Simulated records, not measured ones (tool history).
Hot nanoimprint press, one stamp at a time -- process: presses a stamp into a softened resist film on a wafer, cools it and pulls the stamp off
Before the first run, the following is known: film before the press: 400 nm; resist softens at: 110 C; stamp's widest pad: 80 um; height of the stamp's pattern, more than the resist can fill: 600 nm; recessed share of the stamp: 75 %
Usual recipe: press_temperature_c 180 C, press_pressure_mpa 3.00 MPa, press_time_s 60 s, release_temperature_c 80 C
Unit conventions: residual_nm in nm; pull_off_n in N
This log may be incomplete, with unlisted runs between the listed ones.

| run | hour | press_temperature_c | press_pressure_mpa | press_time_s | release_temperature_c | residual_nm | pull_off_n |
|---|---|---|---|---|---|---|---|
| 1 | 0.0 | 180 | 3.00 | 60 | 80 | 196.5 | 147.3 |
| 2 | 21.2 | 180 | 2.43 | 60 | 80 | 219.9 | 147.8 |
| 3 | 43.1 | 180 | 2.43 | 60 | 80 | 219.3 | 148.0 |
| 4 | 63.1 | 180 | 3.00 | 60 | 80 | 195.8 | 148.6 |
| 5 | 87.3 | 180 | 2.63 | 60 | 80 | 210.7 | 147.8 |
| 6 | 109.5 | 180 | 2.63 | 60 | 80 | 210.3 | 149.1 |
| 7 | 122.2 | 180 | 2.63 | 60 | 80 | 210.6 | 149.1 |
| 8 | 144.6 | 180 | 2.63 | 60 | 80 | 211.0 | 149.9 |
| 9 | 165.2 | 186 | 4.45 | 91 | 84 | 103.2 | 146.4 |
| 10 | 180.0 | 177 | 3.16 | 75 | 86 | 202.2 | 144.4 |
|  | 209.8 | plate thermocouple calibrated |
| 11 | 209.8 | 177 | 3.16 | 75 | 86 | 202.7 | 145.8 |
| 12 | 224.2 | 177 | 2.54 | 39 | 86 | 270.0 | 145.3 |
|  | 236.7 | stamp cleaned and given a new release coat |
|  | 241.4 | gauge calibrated |
| 13 | 242.3 | 190 | 2.11 | 39 | 81 | 182.4 | 146.1 |

What if the next run were any one of these 4? Each begins from the tool's condition after run 13:
| A | 259.6 | 190 | 3.41 | 39 | 85 | ? | ? |
| B | 259.6 | 178 | 3.00 | 60 | 80 | ? | ? |
| C | 259.6 | 172 | 3.00 | 60 | 80 | ? | ? |
| D | 259.6 | 172 | 4.54 | 30 | 80 | ? | ? |

| run | residual_nm | pull_off_n |
|---|---|---|
| A | 137.5 | 142.0 |
| B | 214.5 | 146.9 |
| C | 271.5 | 146.9 |
| D | 269.0 | 147.2 |
Had the tool no hidden state, the same runs would have come out as:
| run | residual_nm | pull_off_n |
|---|---|---|
| A | 137.5 | 141.6 |
| B | 214.5 | 146.6 |
| C | 271.5 | 146.6 |
| D | 269.0 | 146.9 |

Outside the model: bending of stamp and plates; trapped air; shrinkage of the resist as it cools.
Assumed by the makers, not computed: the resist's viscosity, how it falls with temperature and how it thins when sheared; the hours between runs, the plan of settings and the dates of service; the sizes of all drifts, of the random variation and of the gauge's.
